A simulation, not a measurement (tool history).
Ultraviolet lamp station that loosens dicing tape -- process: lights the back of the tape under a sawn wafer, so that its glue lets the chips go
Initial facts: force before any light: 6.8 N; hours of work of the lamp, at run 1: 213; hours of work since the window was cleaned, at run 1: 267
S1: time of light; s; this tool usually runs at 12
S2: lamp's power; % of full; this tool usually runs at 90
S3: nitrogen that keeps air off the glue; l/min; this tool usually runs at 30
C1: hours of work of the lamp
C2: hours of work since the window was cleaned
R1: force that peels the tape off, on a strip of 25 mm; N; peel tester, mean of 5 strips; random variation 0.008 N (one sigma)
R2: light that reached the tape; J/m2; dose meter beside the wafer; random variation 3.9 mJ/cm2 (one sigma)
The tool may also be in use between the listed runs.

Run 1, hour 0.0: usual settings; C1 213; C2 267. Result: R1 0.358 N, R2 6060 J/m2.
Run 2, hour 58.3: usual settings; C1 250; C2 303. Result: R1 0.382 N, R2 5990 J/m2.
Run 3, hour 111.0: usual settings; C1 282; C2 336. Result: R1 0.384 N, R2 5940 J/m2.
Run 4, hour 139.1: usual settings; C1 300; C2 353. Result: R1 0.398 N, R2 5870 J/m2.
Run 5, hour 193.3: usual settings; C1 334; C2 387. Result: R1 0.393 N, R2 5750 J/m2.
Run 6, hour 253.9: usual settings but S1 19 s; C1 371; C2 425. Result: R1 0.207 N, R2 8990 J/m2.
Run 7, hour 284.3: usual settings but S1 19 s; C1 390; C2 444. Result: R1 0.211 N, R2 8960 J/m2.
Run 8, hour 343.3: usual settings; C1 427; C2 480. Result: R1 0.425 N, R2 5560 J/m2.
Run 9, hour 390.6: usual settings; C1 456; C2 510. Result: R1 0.457 N, R2 5530 J/m2.
Run 10, hour 428.9: usual settings but S3 41 l/min; C1 480; C2 534. Result: R1 0.411 N, R2 5460 J/m2.
Run 11, hour 461.9: usual settings but S3 41 l/min; C1 500; C2 554. Result: R1 0.405 N, R2 5370 J/m2.
Run 12, hour 507.3: usual settings but S3 41 l/min; C1 529; C2 582. Result: R1 0.427 N, R2 5350 J/m2.
At hour 534.5: window cleaned of glue's vapour.
Run 13, hour 539.4: usual settings but S3 41 l/min; C1 548; C2 3. Result: R1 0.463 N, R2 5120 J/m2.
Run 14, hour 580.3: usual settings but S3 41 l/min; C1 574; C2 28. Result: R1 0.455 N, R2 5080 J/m2.
Run 15, hour 640.3: usual settings but S3 41 l/min; C1 611; C2 66. Result: R1 0.501 N, R2 4950 J/m2.
Run 16, hour 672.3: usual settings but S2 87 % of full, S3 41 l/min; C1 631; C2 86. Result: R1 0.524 N, R2 4810 J/m2.
Run 17, hour 699.9: usual settings but S2 87 % of full, S3 44 l/min; C1 648; C2 103. Result: R1 0.530 N, R2 4770 J/m2.
Run 18, hour 728.1: usual settings but S2 87 % of full, S3 44 l/min; C1 665; C2 120. Result: R1 0.510 N, R2 4700 J/m2.
Run 19, hour 774.4: usual settings but S2 87 % of full, S3 44 l/min; C1 694; C2 149. Result: R1 0.549 N, R2 4640 J/m2.
At hour 787.0: window cleaned of glue's vapour, once more.
Run 20, hour 825.6: usual settings but S1 13 s, S2 82 % of full; C1 726; C2 24. Result: R1 0.419 N, R2 5850 J/m2.
Run 21, hour 860.2: usual settings but S1 15 s, S2 73 % of full; C1 747; C2 45. Result: R1 0.379 N, R2 6050 J/m2.
Run 22, hour 909.5: usual settings but S1 15 s, S2 73 % of full; C1 778; C2 76. Result: R1 0.398 N, R2 5840 J/m2.
Run 23, hour 943.5: usual settings but S1 15 s, S2 73 % of full; C1 799; C2 97. Result: R1 0.374 N, R2 5820 J/m2.
Run 24, hour 1004.7: usual settings but S1 15 s, S2 73 % of full; C1 837; C2 135. Result: R1 0.405 N, R2 5790 J/m2.
Run 25, hour 1050.1: usual settings but S1 7 s, S2 71 % of full, S3 25 l/min; C1 865; C2 163. Result: R1 1.754 N, R2 2640 J/m2.
Run 26, hour 1104.6: usual settings but S1 13 s, S2 71 % of full, S3 25 l/min; C1 899; C2 197. Result: R1 0.667 N, R2 4740 J/m2.
Run 27, hour 1166.1: usual settings but S1 9 s, S3 13 l/min; C1 937; C2 235. Result: R1 1.127 N, R2 4100 J/m2.
Run 28, hour 1198.9: usual settings but S1 9 s, S3 13 l/min; C1 958; C2 256. Result: R1 1.144 N, R2 4070 J/m2.
Run 29, hour 1233.6: usual settings but S1 16 s, S2 97 % of full, S3 36 l/min; C1 979; C2 277. Result: R1 0.230 N, R2 7780 J/m2.
Run 30, hour 1284.6: usual settings but S3 18 l/min; C1 1011; C2 309. Result: R1 0.600 N, R2 5350 J/m2.
Run 31, hour 1328.8: usual settings but S3 18 l/min; C1 1038; C2 337. Result: R1 0.610 N, R2 5260 J/m2.

Pick out some run-to-run changes in R1. Of each, how much would a tool without hidden state show as well, from the settings, what came in and chance, and how much is left for the hidden state and any gauge scatter not in both results compared?
Hidden state present: lamp's light, % of a new lamp's; light that the window lets through, % of a clean one's; drift of the gauge itself on peel_n, %; drift of the gauge itself on dose_mj_cm2, %.
Run 19 -> 20: S1 12 -> 13, S2 87 -> 82, S3 44 -> 30, window cleaned of glue's vapour, once more. R1 -0.130 N: hidden state -0.176, all else +0.046.
Run 24 -> 25: S1 15 -> 7, S2 73 -> 71, S3 30 -> 25. R1 +1.349 N: hidden state +0.257, all else +1.092.
Run 25 -> 26: S1 7 -> 13. R1 -1.087 N: hidden state -0.159, all else -0.928.
Run 28 -> 29: S1 9 -> 16, S2 90 -> 97, S3 13 -> 36. R1 -0.914 N: hidden state -0.295, all else -0.619.

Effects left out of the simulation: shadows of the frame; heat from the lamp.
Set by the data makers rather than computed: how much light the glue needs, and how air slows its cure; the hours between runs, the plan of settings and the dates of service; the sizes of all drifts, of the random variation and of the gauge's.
